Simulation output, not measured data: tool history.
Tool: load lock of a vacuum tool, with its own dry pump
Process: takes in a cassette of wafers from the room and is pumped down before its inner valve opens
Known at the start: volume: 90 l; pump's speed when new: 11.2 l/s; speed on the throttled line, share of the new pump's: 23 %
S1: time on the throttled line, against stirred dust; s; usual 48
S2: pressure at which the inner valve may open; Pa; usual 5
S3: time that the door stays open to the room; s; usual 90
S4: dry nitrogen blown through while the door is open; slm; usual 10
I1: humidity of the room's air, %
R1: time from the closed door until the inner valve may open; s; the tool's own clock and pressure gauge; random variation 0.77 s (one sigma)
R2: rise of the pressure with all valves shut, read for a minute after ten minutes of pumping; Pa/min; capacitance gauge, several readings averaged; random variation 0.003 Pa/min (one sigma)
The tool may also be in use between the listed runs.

run	hour	S1	S2	S3	S4	I1	R1	R2
1	0	48	5	90	10	45.9	117.1	0.061
2	380.1	48	5	90	12	42.9	118.8	0.059
3	796.4	48	5	234	10	46.2	117.9	0.1
4	1102.2	48	5	234	10	46.4	117.7	0.096
5	1426.8	48	5	92	10	47.5	119.6	0.065
6	1765.9	48	5	90	10	45.7	118.4	0.07
7	2032.8	48	5	90	10	47.9	118.3	0.072
8	2243.5	48	5	90	10	45.7	118.6	0.07
9	2495.7	48	5	90	10	44.7	119.5	0.069
10	2697.6	48	5	90	10	47	119.6	0.068
11	2894.8	48	8	90	10	44.3	116.2	0.069
12	3137.5	48	8	90	17	44.7	115.3	0.062
13	3356.2	48	7	130	6	43.3	114.9	0.083
14	3694.8	31	7	130	6	45.5	103.7	0.092
15	4048.4	31	7	130	6	46.4	105.2	0.093
16	4377.3	50	5	93	10	46.9	122.2	0.076
17	4627.5	48	6	90	10	41.2	119.1	0.074
18	5045.7	48	6	186	28	45.3	120.2	0.076
19	5380.2	45	6	186	6	48	117.3	0.119
20	5604.3	48	6	90	16	43.4	119.8	0.068
21	6001.7	46	5	75	8	45.1	121.1	0.076
22	6263.1	46	5	75	8	48.2	119.8	0.069
23	6448.7	46	5	75	8	42.1	122.1	0.069
24	6729.6	46	5	75	8	43.8	120.9	0.073

5 ways to go on from here, each from the tool as it stands after run 24. What would each give?
A	7057.1	40	5	90	32	47.7	?	?
B	7057.1	24	5	90	25	45.1	?	?
C	7057.1	46	5	75	10	42.7	?	?
D	7057.1	46	5	75	5	42.7	?	?
E	7057.1	89	5	90	10	43.5	?	?

run	R1	R2
A	115.4	0.066
B	104.6	0.074
C	121	0.074
D	119.9	0.085
E	153.7	0.079
Without the tool's hidden state the same runs would have given:
run	R1	R2
A	110.7	0.02
B	99.7	0.028
C	116.5	0.028
D	115.4	0.039
E	149.8	0.034

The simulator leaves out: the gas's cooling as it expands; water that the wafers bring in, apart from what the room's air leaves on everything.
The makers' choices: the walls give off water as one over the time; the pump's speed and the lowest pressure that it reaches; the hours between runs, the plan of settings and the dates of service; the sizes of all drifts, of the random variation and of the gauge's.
